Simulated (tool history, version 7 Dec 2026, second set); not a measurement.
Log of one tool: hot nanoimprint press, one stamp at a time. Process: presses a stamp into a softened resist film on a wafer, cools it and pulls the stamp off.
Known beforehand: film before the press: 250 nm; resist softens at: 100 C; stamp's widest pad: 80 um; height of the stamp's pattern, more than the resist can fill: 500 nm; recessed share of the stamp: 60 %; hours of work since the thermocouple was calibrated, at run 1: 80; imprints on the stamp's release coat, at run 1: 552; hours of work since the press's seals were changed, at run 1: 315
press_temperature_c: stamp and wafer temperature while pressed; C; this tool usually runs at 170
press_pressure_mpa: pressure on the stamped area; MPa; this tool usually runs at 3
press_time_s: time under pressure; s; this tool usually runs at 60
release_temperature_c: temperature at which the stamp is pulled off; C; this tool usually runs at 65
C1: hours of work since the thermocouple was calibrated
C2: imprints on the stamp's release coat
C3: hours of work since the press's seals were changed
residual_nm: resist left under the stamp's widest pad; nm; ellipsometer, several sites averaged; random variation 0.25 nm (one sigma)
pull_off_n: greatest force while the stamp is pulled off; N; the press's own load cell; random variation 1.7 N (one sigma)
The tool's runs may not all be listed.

Run 1, hour 0: usual settings; C1 80; C2 552; C3 315. Result: residual_nm 113.4 nm, pull_off_n 158 N.
Run 2, hour 18.5: usual settings but press_time_s 111 s; C1 94; C2 602; C3 328. Result: residual_nm 88.8 nm, pull_off_n 154 N.
Run 3, hour 38.7: usual settings but press_time_s 52 s; C1 108; C2 656; C3 343. Result: residual_nm 120.6 nm, pull_off_n 159 N.
Run 4, hour 57.4: usual settings but release_temperature_c 66 C; C1 122; C2 706; C3 356. Result: residual_nm 113.9 nm, pull_off_n 155 N.
Run 5, hour 74.2: usual settings but release_temperature_c 66 C; C1 134; C2 751; C3 368. Result: residual_nm 114.6 nm, pull_off_n 155 N.
Run 6, hour 93.6: usual settings but release_temperature_c 66 C; C1 148; C2 802; C3 382. Result: residual_nm 114.6 nm, pull_off_n 155 N.
Run 7, hour 116.4: usual settings but release_temperature_c 66 C; C1 164; C2 863; C3 399. Result: residual_nm 115.2 nm, pull_off_n 157 N.
Run 8, hour 128.2: usual settings; C1 172; C2 895; C3 407. Result: residual_nm 115.1 nm, pull_off_n 162 N.
Run 9, hour 153.4: usual settings; C1 191; C2 962; C3 425. Result: residual_nm 115.4 nm, pull_off_n 164 N.
Run 10, hour 167.1: usual settings but release_temperature_c 72 C; C1 200; C2 999; C3 435. Result: residual_nm 115.6 nm, pull_off_n 137 N.
Run 11, hour 191.4: usual settings but release_temperature_c 72 C; C1 218; C2 1064; C3 452. Result: residual_nm 116.1 nm, pull_off_n 134 N.
Run 12, hour 202.9: usual settings; C1 226; C2 1094; C3 461. Result: residual_nm 115.9 nm, pull_off_n 169 N.
Run 13, hour 216.5: usual settings; C1 236; C2 1131; C3 470. Result: residual_nm 116.1 nm, pull_off_n 169 N.
At hour 221.3: plate thermocouple calibrated.
Run 14, hour 234.6: usual settings but press_time_s 45 s; C1 9; C2 1171; C3 481. Result: residual_nm 129.5 nm, pull_off_n 170 N.
Run 15, hour 250.2: usual settings but press_time_s 45 s; C1 21; C2 1213; C3 493. Result: residual_nm 129.5 nm, pull_off_n 170 N.
Run 16, hour 264.6: usual settings but press_temperature_c 168 C, press_time_s 77 s, release_temperature_c 58 C; C1 31; C2 1251; C3 503. Result: residual_nm 118.7 nm, pull_off_n 206 N.
At hour 290.6: plate thermocouple calibrated, once more.
Run 17, hour 293.8: usual settings but press_temperature_c 168 C, press_pressure_mpa 1.96 MPa, release_temperature_c 60 C; C1 2; C2 1321; C3 522. Result: residual_nm 147.4 nm, pull_off_n 190 N.
Run 18, hour 310.1: usual settings but press_temperature_c 168 C, press_pressure_mpa 1.96 MPa, release_temperature_c 60 C; C1 14; C2 1365; C3 533. Result: residual_nm 147.1 nm, pull_off_n 192 N.
Run 19, hour 326: usual settings but press_temperature_c 168 C, press_pressure_mpa 1.96 MPa, release_temperature_c 71 C; C1 25; C2 1407; C3 545. Result: residual_nm 148.2 nm, pull_off_n 145 N.
Run 20, hour 348.3: usual settings but press_temperature_c 161 C; C1 41; C2 1467; C3 561. Result: residual_nm 174.9 nm, pull_off_n 173 N.
Run 21, hour 362.1: usual settings but press_temperature_c 161 C, release_temperature_c 56 C; C1 51; C2 1504; C3 571. Result: residual_nm 175.7 nm, pull_off_n 212 N.
Run 22, hour 389.1: usual settings but press_temperature_c 161 C, release_temperature_c 56 C; C1 71; C2 1576; C3 590. Result: residual_nm 176.2 nm, pull_off_n 213 N.
Run 23, hour 408.8: usual settings but press_temperature_c 169 C, press_pressure_mpa 3.07 MPa, press_time_s 82 s, release_temperature_c 66 C; C1 85; C2 1628; C3 604. Result: residual_nm 105.9 nm, pull_off_n 169 N.
Run 24, hour 424.8: usual settings but press_temperature_c 169 C, press_pressure_mpa 4.7 MPa, press_time_s 82 s, release_temperature_c 66 C; C1 96; C2 1671; C3 616. Result: residual_nm 87.1 nm, pull_off_n 169 N.
Run 25, hour 445.2: usual settings but press_temperature_c 160 C, press_pressure_mpa 2.2 MPa, press_time_s 30 s, release_temperature_c 68 C; C1 111; C2 1725; C3 630. Result: residual_nm 218.4 nm, pull_off_n 166 N.
Run 26, hour 469.9: usual settings but press_temperature_c 160 C, press_pressure_mpa 2.2 MPa, press_time_s 53 s, release_temperature_c 68 C; C1 129; C2 1792; C3 648. Result: residual_nm 202 nm, pull_off_n 166 N.
Run 27, hour 484.9: usual settings but press_temperature_c 160 C, press_pressure_mpa 2.2 MPa, press_time_s 53 s, release_temperature_c 68 C; C1 139; C2 1831; C3 659. Result: residual_nm 201.4 nm, pull_off_n 163 N.
Run 28, hour 500.4: usual settings but release_temperature_c 52 C; C1 151; C2 1873; C3 670. Result: residual_nm 115 nm, pull_off_n 240 N.
Run 29, hour 517.1: usual settings but release_temperature_c 52 C; C1 163; C2 1918; C3 682. Result: residual_nm 115.1 nm, pull_off_n 243 N.

Entry by entry between the runs, the difference in hidden state between the last listed run before and the first listed run after:
Runs 13 to 14: plate thermocouple calibrated (hour 221.3)
  true temperature over the reading, C: -0.5 -> -0.6; pressure that arrives at the usual setting, %: 98.85 -> 98.81; grip of the stamp's worn release coat, % over a new coat's: 12.7 -> 13.2
  what was measured, less what the result would be without the hidden state, residual_nm: +3.6 -> +4.5 nm; pull_off_n: +21 -> +23 N
Runs 16 to 17: plate thermocouple calibrated, once more (hour 290.6)
  true temperature over the reading, C: -0.64 -> 0.03; pressure that arrives at the usual setting, %: 98.75 -> 98.69; grip of the stamp's worn release coat, % over a new coat's: 14.1 -> 14.9
  what was measured, less what the result would be without the hidden state, residual_nm: +4.8 -> +0.2 nm; pull_off_n: +28 -> +25 N
